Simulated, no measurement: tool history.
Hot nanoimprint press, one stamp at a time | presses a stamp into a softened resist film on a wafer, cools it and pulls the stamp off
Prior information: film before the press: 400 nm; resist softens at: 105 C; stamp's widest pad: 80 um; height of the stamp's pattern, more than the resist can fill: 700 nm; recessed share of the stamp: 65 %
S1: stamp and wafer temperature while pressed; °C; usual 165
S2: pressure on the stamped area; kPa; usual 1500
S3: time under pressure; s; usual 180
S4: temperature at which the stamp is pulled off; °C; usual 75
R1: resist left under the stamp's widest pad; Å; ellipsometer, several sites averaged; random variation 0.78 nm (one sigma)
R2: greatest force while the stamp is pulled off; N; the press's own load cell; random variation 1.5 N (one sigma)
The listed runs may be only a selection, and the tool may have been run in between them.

run,hour,S1,S2,S3,S4,R1,R2
1,0.0,165,1500,180,75,2402,209
2,46.9,165,1390,180,75,2463,209
# hour 85.0: plate thermocouple calibrated
# hour 94.4: stamp cleaned and given a new release coat
3,102.2,165,1500,180,75,2403,205
4,130.6,165,1500,180,75,2414,207
5,179.3,165,1500,180,75,2401,208
6,210.0,165,1500,180,75,2430,209
# hour 250.5: stamp cleaned and given a new release coat
7,261.2,165,1500,180,75,2413,212
8,284.0,165,1500,180,75,2436,208
9,312.4,165,1500,180,75,2444,211
10,333.8,165,1500,180,75,2421,209
11,381.8,165,1500,180,75,2426,209
# hour 406.2: stamp cleaned and given a new release coat
# hour 430.6: plate thermocouple calibrated
12,430.6,165,1500,180,75,2441,209
# hour 439.3: gauge calibrated
13,463.4,165,1500,180,75,2393,210
14,508.6,165,1500,180,75,2412,205
15,534.8,165,1500,180,78,2416,194
# hour 564.3: stamp cleaned and given a new release coat
16,570.6,154,1180,180,75,3648,208
# hour 585.9: press's hydraulic seals changed and the load cell set to zero
17,600.2,154,2200,97,61,3616,286
18,650.1,154,1030,303,82,3531,170
19,700.5,154,1030,303,82,3527,168
# hour 726.3: stamp cleaned and given a new release coat
20,738.6,154,1030,303,82,3543,169
# hour 779.8: plate thermocouple calibrated
21,789.0,164,950,303,82,2539,171
22,812.8,164,950,303,82,2543,171
23,858.5,155,990,159,68,3747,248
# hour 883.6: stamp cleaned and given a new release coat
24,914.7,155,1580,90,70,3779,240
25,944.5,165,1500,300,67,2071,256
26,965.5,169,2310,180,75,1643,209
27,1012.7,169,2310,180,75,1652,207
# hour 1039.6: stamp cleaned and given a new release coat
28,1048.0,163,2060,112,77,2780,199

4 options for the next run, each taken on its own from the tool as it stands now. Forecast them:
A,1086.0,163,1440,112,77,?,?
B,1086.0,161,1390,112,67,?,?
C,1086.0,165,1050,284,69,?,?
D,1086.0,165,1500,180,69,?,?

run,R1,R2
A,3073,197
B,3307,257
C,2430,242
D,2464,242
What these runs would have given with no unlogged condition in the tool:
run,R1,R2
A,2982,197
B,3210,257
C,2356,242
D,2390,241
